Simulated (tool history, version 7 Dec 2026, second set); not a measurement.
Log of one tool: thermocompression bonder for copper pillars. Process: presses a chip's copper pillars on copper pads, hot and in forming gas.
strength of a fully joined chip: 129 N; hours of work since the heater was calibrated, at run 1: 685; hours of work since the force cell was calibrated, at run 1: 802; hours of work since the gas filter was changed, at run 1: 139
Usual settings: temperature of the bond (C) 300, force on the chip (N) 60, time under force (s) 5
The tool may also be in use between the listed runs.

run   hour  temperature of the bond (C)  force on the chip (N)  time under force (s)  hours of work since the heater was calibrated  hours of work since the force cell was calibrated  hours of work since the gas filter was changed  force that shears a chip off (N)
  1    0.0                          300                     60                     5                                            685                                                802                                             139                              95.0
  2   21.9                          300                     50                     5                                            701                                                819                                             155                              86.3
  3   37.7                          300                     60                     5                                            713                                                831                                             167                              92.9
  4   58.3                          300                     51                     5                                            729                                                846                                             183                              86.4
  5   74.6                          300                     51                     5                                            741                                                858                                             195                              84.8
  6  101.3                          300                     60                     5                                            761                                                879                                             215                              92.5
  7  117.1                          300                     60                     5                                            773                                                890                                             227                              92.1
  8  134.8                          300                     60                     5                                            786                                                904                                             241                              92.0
  9  167.2                          300                     60                     5                                            811                                                928                                             265                              92.7
 10  188.4                          300                     60                    13                                            827                                                944                                             281                             108.5
 11  207.9                          300                     60                    10                                            842                                                959                                             296                             104.1
 12  231.1                          300                     60                    10                                            859                                                976                                             313                             102.2
 13  263.4                          300                     60                    10                                            884                                               1001                                             338                             102.6
 14  293.0                          300                     60                     7                                            906                                               1023                                             360                              94.3
 15  309.3                          287                     40                     3                                            918                                               1036                                             372                              49.5
     313.9  -- heater calibrated with a thermocouple chip
 16  346.5                          287                     40                     3                                             25                                               1062                                             399                              52.4
 17  376.5                          290                     60                     5                                             47                                               1085                                             422                              82.9
 18  392.8                          290                     60                     5                                             59                                               1097                                             434                              80.9
     411.2  -- forming gas filter changed
 19  417.0                          290                     60                     5                                             77                                               1115                                               4                              89.6
 20  452.7                          300                     57                     4                                            104                                               1142                                              31                              90.4
 21  471.9                          293                     83                     3                                            119                                               1156                                              46                              96.6
     500.3  -- heater calibrated with a thermocouple chip, once more
 22  504.0                          293                     83                     3                                              3                                               1179                                              69                              94.6
 23  521.8                          307                     60                    14                                             16                                               1193                                              82                             116.4
 24  548.9                          307                     60                    14                                             37                                               1213                                             102                             115.5
 25  572.0                          325                     60                     8                                             54                                               1230                                             120                             117.3
 26  605.1                          325                     60                     8                                             79                                               1255                                             145                             114.0
 27  627.7                          294                     60                     5                                             96                                               1273                                             162                              90.3

Forecast each of these 5 alternatives for the next run:
  A  655.0                          300                     60                     7                                            117                                               1293                                             183                                 ?
  B  655.0                          294                     79                     5                                            117                                               1293                                             183                                 ?
  C  655.0                          300                     69                     5                                            117                                               1293                                             183                                 ?
  D  655.0                          300                     48                     5                                            117                                               1293                                             183                                 ?
  E  655.0                          308                     60                     9                                            117                                               1293                                             183                                 ?

run  force that shears a chip off (N)
  A                             100.0
  B                              99.5
  C                              96.9
  D                              81.2
  E                             109.2
Without the tool's hidden state the same runs would have given:
run  force that shears a chip off (N)
  A                             102.3
  B                             101.8
  C                              99.2
  D                              82.4
  E                             112.4

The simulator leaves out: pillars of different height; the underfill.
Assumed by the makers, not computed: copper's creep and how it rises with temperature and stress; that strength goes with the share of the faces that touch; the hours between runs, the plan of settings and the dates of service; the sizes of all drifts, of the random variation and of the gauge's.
